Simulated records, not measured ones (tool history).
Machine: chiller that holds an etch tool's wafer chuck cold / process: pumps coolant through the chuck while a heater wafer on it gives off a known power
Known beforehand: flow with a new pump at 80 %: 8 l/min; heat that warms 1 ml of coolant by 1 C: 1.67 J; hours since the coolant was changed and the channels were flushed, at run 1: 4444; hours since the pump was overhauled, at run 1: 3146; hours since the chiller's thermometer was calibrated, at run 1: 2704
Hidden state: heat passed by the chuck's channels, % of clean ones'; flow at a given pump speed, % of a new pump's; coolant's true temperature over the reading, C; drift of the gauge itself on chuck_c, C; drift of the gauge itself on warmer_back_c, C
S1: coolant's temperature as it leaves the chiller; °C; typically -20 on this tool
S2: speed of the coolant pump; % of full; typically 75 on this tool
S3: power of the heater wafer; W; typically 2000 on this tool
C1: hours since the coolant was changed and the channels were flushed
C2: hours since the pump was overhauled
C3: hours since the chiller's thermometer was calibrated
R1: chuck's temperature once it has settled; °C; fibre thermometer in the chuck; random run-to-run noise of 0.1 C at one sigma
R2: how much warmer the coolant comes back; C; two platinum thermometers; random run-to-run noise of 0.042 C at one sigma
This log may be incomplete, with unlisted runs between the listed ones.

Run 1, hour 0.0: usual settings; C1 4444; C2 3146; C3 2704. Result: R1 -1.7 °C, R2 9.73 C.
Run 2, hour 91.2: usual settings; C1 4535; C2 3237; C3 2795. Result: R1 -1.8 °C, R2 9.66 C.
At hour 157.6: chiller's thermometer calibrated.
Run 3, hour 216.4: usual settings; C1 4660; C2 3361; C3 59. Result: R1 -1.8 °C, R2 9.67 C.
Run 4, hour 315.5: usual settings; C1 4759; C2 3460; C3 158. Result: R1 -1.7 °C, R2 9.67 C.
Run 5, hour 381.6: usual settings; C1 4825; C2 3526; C3 224. Result: R1 -1.8 °C, R2 9.66 C.
Run 6, hour 486.4: usual settings; C1 4930; C2 3631; C3 329. Result: R1 -1.9 °C, R2 9.63 C.
Run 7, hour 544.6: usual settings; C1 4988; C2 3689; C3 387. Result: R1 -1.7 °C, R2 9.68 C.
Run 8, hour 677.6: usual settings; C1 5121; C2 3822; C3 520. Result: R1 -1.9 °C, R2 9.58 C.
Run 9, hour 751.4: usual settings but S1 -17 °C; C1 5195; C2 3896; C3 594. Result: R1 1.3 °C, R2 9.52 C.
Run 10, hour 816.2: usual settings; C1 5259; C2 3961; C3 659. Result: R1 -1.8 °C, R2 9.55 C.
Run 11, hour 927.1: usual settings but S3 1654 W; C1 5370; C2 4072; C3 770. Result: R1 -4.9 °C, R2 7.88 C.
Run 12, hour 1065.2: usual settings but S3 1654 W; C1 5508; C2 4210; C3 908. Result: R1 -4.9 °C, R2 7.84 C.
Run 13, hour 1161.5: usual settings but S3 1654 W; C1 5605; C2 4306; C3 1004. Result: R1 -4.9 °C, R2 7.87 C.
Run 14, hour 1294.3: usual settings but S1 -12 °C, S2 83 % of full, S3 2805 W; C1 5738; C2 4439; C3 1137. Result: R1 11.8 °C, R2 11.93 C.
Run 15, hour 1412.6: usual settings but S3 1927 W; C1 5856; C2 4557; C3 1255. Result: R1 -2.4 °C, R2 9.13 C.
Run 16, hour 1499.3: usual settings but S1 -21 °C, S3 1339 W; C1 5942; C2 4644; C3 1342. Result: R1 -8.8 °C, R2 6.36 C.
Run 17, hour 1570.6: usual settings but S1 -21 °C, S3 1339 W; C1 6014; C2 4715; C3 1413. Result: R1 -8.9 °C, R2 6.34 C.
Run 18, hour 1674.2: usual settings but S1 -21 °C, S3 1339 W; C1 6117; C2 4819; C3 1517. Result: R1 -8.7 °C, R2 6.27 C.
Run 19, hour 1759.9: usual settings but S1 -25 °C, S2 87 % of full, S3 1177 W; C1 6203; C2 4905; C3 1602. Result: R1 -15.5 °C, R2 4.61 C.
Run 20, hour 1828.6: usual settings but S1 -13 °C, S2 87 % of full, S3 1127 W; C1 6272; C2 4973; C3 1671. Result: R1 -3.9 °C, R2 4.39 C.
Run 21, hour 1952.1: usual settings but S1 -13 °C, S2 87 % of full, S3 1790 W; C1 6395; C2 5097; C3 1795. Result: R1 1.5 °C, R2 7.15 C.
Run 22, hour 2010.9: usual settings but S3 2482 W; C1 6454; C2 5156; C3 1853. Result: R1 2.9 °C, R2 11.81 C.
Run 23, hour 2096.1: usual settings but S1 -17 °C, S2 98 % of full, S3 1118 W; C1 6539; C2 5241; C3 1939. Result: R1 -9.0 °C, R2 3.76 C.
Run 24, hour 2232.9: usual settings but S1 -28 °C, S2 92 % of full; C1 6676; C2 5378; C3 2075. Result: R1 -12.7 °C, R2 7.42 C.

Consider 5 possible next runs. They are alternatives, not a sequence: every one starts from the tool as it was left by run 24. What does each give?
Run A, hour 2305.1: usual settings but S1 -13 °C; C1 6748; C2 5450; C3 2148. Result: R1 ?, R2 ?.
Run B, hour 2305.1: usual settings but S1 -12 °C, S2 98 % of full, S3 1058 W; C1 6748; C2 5450; C3 2148. Result: R1 ?, R2 ?.
Run C, hour 2305.1: usual settings but S3 1507 W; C1 6748; C2 5450; C3 2148. Result: R1 ?, R2 ?.
Run D, hour 2305.1: usual settings but S1 -25 °C; C1 6748; C2 5450; C3 2148. Result: R1 ?, R2 ?.
Run E, hour 2305.1: usual settings but S2 84 % of full, S3 1478 W; C1 6748; C2 5450; C3 2148. Result: R1 ?, R2 ?.

run    R1    R2
  A   5.0  9.37
  B  -4.1  3.47
  C  -6.2  6.98
  D  -6.6  9.48
  E  -7.7  5.97
The same runs, with their run-to-run variation unchanged, on a tool lacking any hidden condition would have given:
run    R1    R2
  A   5.0  9.62
  B  -4.1  3.73
  C  -6.2  7.24
  D  -6.6  9.73
  E  -7.7  6.23
